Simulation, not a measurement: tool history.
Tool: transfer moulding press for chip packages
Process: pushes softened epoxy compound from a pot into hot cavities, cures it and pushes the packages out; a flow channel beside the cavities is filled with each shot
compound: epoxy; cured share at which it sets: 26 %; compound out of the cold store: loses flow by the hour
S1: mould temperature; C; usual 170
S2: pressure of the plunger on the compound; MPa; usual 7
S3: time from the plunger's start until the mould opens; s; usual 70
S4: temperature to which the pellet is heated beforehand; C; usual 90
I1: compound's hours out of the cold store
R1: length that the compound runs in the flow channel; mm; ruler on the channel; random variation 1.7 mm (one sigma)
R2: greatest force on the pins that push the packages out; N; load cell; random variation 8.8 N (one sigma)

Run 1, day 0: usual settings; I1 12.5. Result: R1 617 mm, R2 725 N.
Run 2, day 0.946: usual settings; I1 38.6. Result: R1 554 mm, R2 511 N.
Run 3, day 2.183: usual settings; I1 16.4. Result: R1 598 mm, R2 675 N.
Run 4, day 3.442: usual settings; I1 18.2. Result: R1 592 mm, R2 503 N.
Run 5, day 4.771: usual settings; I1 44. Result: R1 532 mm, R2 663 N.
Run 6, day 5.867: usual settings; I1 12.8. Result: R1 596 mm, R2 441 N.
Run 7, day 6.933: usual settings but S2 8.28 MPa; I1 27.3. Result: R1 612 mm, R2 573 N.
Run 8, day 7.575: usual settings but S2 8.28 MPa; I1 23.1. Result: R1 616 mm, R2 672 N.
Run 9, day 8.95: usual settings but S2 8.28 MPa; I1 9.2. Result: R1 683 mm, R2 459 N.
Run 10, day 10.346: usual settings but S2 8.28 MPa; I1 47.6. Result: R1 583 mm, R2 615 N.
Run 11, day 11.396: usual settings but S3 105 s; I1 23.6. Result: R1 588 mm, R2 343 N.
Run 12, day 12.104: usual settings; I1 11.7. Result: R1 608 mm, R2 544 N.
Run 13, day 12.992: usual settings but S2 5.51 MPa; I1 22.6. Result: R1 516 mm, R2 638 N.
Run 14, day 13.721: usual settings but S1 173 C; I1 30. Result: R1 558 mm, R2 670 N.
Run 15, day 14.675: usual settings but S2 7.77 MPa, S4 81 C; I1 28. Result: R1 608 mm, R2 568 N.
Run 16, day 15.367: usual settings but S1 171 C, S2 5.65 MPa, S4 100 C; I1 10.4. Result: R1 543 mm, R2 610 N.
Run 17, day 16.125: usual settings but S1 167 C, S2 5.65 MPa, S4 100 C; I1 42.8. Result: R1 487 mm, R2 803 N.
Run 18, day 17.525: usual settings but S1 171 C, S3 71 s, S4 80 C; I1 37.6. Result: R1 545 mm, R2 541 N.
Run 19, day 18.7: usual settings but S1 171 C, S3 71 s, S4 80 C; I1 11.7. Result: R1 596 mm, R2 714 N.
Run 20, day 20.033: usual settings but S1 171 C, S2 5.95 MPa, S3 71 s, S4 80 C; I1 36.5. Result: R1 525 mm, R2 522 N.
Run 21, day 21.067: usual settings but S1 171 C, S2 5.95 MPa, S3 71 s, S4 80 C; I1 9.3. Result: R1 579 mm, R2 656 N.
Run 22, day 21.825: usual settings but S1 168 C, S2 7.4 MPa, S3 97 s, S4 80 C; I1 12.9. Result: R1 644 mm, R2 618 N.
Run 23, day 23.229: usual settings but S2 6.57 MPa; I1 29.7. Result: R1 556 mm, R2 616 N.
Run 24, day 23.812: usual settings but S2 6.57 MPa; I1 26.7. Result: R1 562 mm, R2 696 N.
Run 25, day 24.558: usual settings but S1 166 C, S2 6.57 MPa, S3 68 s; I1 46.7. Result: R1 533 mm, R2 991 N.
Run 26, day 25.792: usual settings but S4 93 C; I1 39.9. Result: R1 548 mm, R2 577 N.
Run 27, day 26.908: usual settings but S4 93 C; I1 21.2. Result: R1 585 mm, R2 751 N.
Run 28, day 28.35: usual settings but S1 164 C, S2 5.31 MPa, S3 61 s, S4 84 C; I1 25.3. Result: R1 513 mm, R2 1310 N.

Not shown: 15 entries that the log had between the listed runs. Between which runs, and how does the tool's hidden state differ before and after?
Between runs 1 and 2: cavities cleaned with cleaning compound and waxed (day 0.262)
  true mould temperature over the reading, C: 1.39 -> 1.43; pressure that reaches the compound, % of what is set: 97.49 -> 96.69; grip of the stained cavities, % over clean ones': 92.2 -> 36.2
  measured less the result without the state, R1: -12 -> -14 mm; R2: +320 -> +112 N
Between runs 3 and 4: cavities cleaned with cleaning compound and waxed (day 2.908)
  true mould temperature over the reading, C: 1.48 -> 1.53; pressure that reaches the compound, % of what is set: 95.58 -> 94.5; grip of the stained cavities, % over clean ones': 77.2 -> 32.1
  measured less the result without the state, R1: -18 -> -21 mm; R2: +266 -> +94 N
Between runs 5 and 6: cavities cleaned with cleaning compound and waxed (day 5.583)
  true mould temperature over the reading, C: 1.58 -> 1.62; pressure that reaches the compound, % of what is set: 93.32 -> 92.34; grip of the stained cavities, % over clean ones': 76.7 -> 16.7
  measured less the result without the state, R1: -23 -> -29 mm; R2: +261 -> +32 N
Between runs 8 and 9: mould's thermocouples calibrated (day 7.788); cavities cleaned with cleaning compound and waxed (day 8.417); plunger's sealing rings changed (day 8.629)
  true mould temperature over the reading, C: 1.69 -> 2.01; pressure that reaches the compound, % of what is set: 90.84 -> 99.38; grip of the stained cavities, % over clean ones': 79.4 -> 23.3
  measured less the result without the state, R1: -36 -> -10 mm; R2: +268 -> +50 N
Between runs 10 and 11: cavities cleaned with cleaning compound and waxed (day 11.212)
  true mould temperature over the reading, C: 2.07 -> 2.1; pressure that reaches the compound, % of what is set: 98.1 -> 97.23; grip of the stained cavities, % over clean ones': 72.8 -> 12.8
  measured less the result without the state, R1: -12 -> -15 mm; R2: +232 -> +39 N
Between runs 14 and 15: cavities cleaned with cleaning compound and waxed (day 13.862); mould's thermocouples calibrated, once more (day 14.571)
  true mould temperature over the reading, C: 2.2 -> -0.14; pressure that reaches the compound, % of what is set: 95.15 -> 94.39; grip of the stained cavities, % over clean ones': 89.3 -> 37.6
  measured less the result without the state, R1: -21 -> -18 mm; R2: +296 -> +155 N
Between runs 17 and 18: cavities cleaned with cleaning compound and waxed (day 16.6)
  true mould temperature over the reading, C: -0.08 -> -0.03; pressure that reaches the compound, % of what is set: 93.05 -> 91.84; grip of the stained cavities, % over clean ones': 81.5 -> 43.4
  measured less the result without the state, R1: -18 -> -24 mm; R2: +362 -> +167 N
Between runs 19 and 20: cavities cleaned with cleaning compound and waxed (day 19.229); plunger's sealing rings changed (day 19.629)
  true mould temperature over the reading, C: 0.02 -> 0.07; pressure that reaches the compound, % of what is set: 90.9 -> 99.46; grip of the stained cavities, % over clean ones': 77.8 -> 38.4
  measured less the result without the state, R1: -30 -> -2 mm; R2: +312 -> +143 N
Between runs 22 and 23: cavities cleaned with cleaning compound and waxed (day 22.021)
  true mould temperature over the reading, C: 0.13 -> 0.19; pressure that reaches the compound, % of what is set: 97.83 -> 96.68; grip of the stained cavities, % over clean ones': 90.8 -> 57.2
  measured less the result without the state, R1: -7 -> -10 mm; R2: +295 -> +223 N
Between runs 25 and 26: cavities cleaned with cleaning compound and waxed (day 24.725)
  true mould temperature over the reading, C: 0.24 -> 0.28; pressure that reaches the compound, % of what is set: 95.51 -> 94.45; grip of the stained cavities, % over clean ones': 89.6 -> 55.5
  measured less the result without the state, R1: -13 -> -16 mm; R2: +459 -> +203 N
Between runs 27 and 28: cavities cleaned with cleaning compound and waxed (day 27.371)
  true mould temperature over the reading, C: 0.33 -> 0.38; pressure that reaches the compound, % of what is set: 93.4 -> 92.16; grip of the stained cavities, % over clean ones': 85.9 -> 48.5
  measured less the result without the state, R1: -22 -> -22 mm; R2: +340 -> +403 N

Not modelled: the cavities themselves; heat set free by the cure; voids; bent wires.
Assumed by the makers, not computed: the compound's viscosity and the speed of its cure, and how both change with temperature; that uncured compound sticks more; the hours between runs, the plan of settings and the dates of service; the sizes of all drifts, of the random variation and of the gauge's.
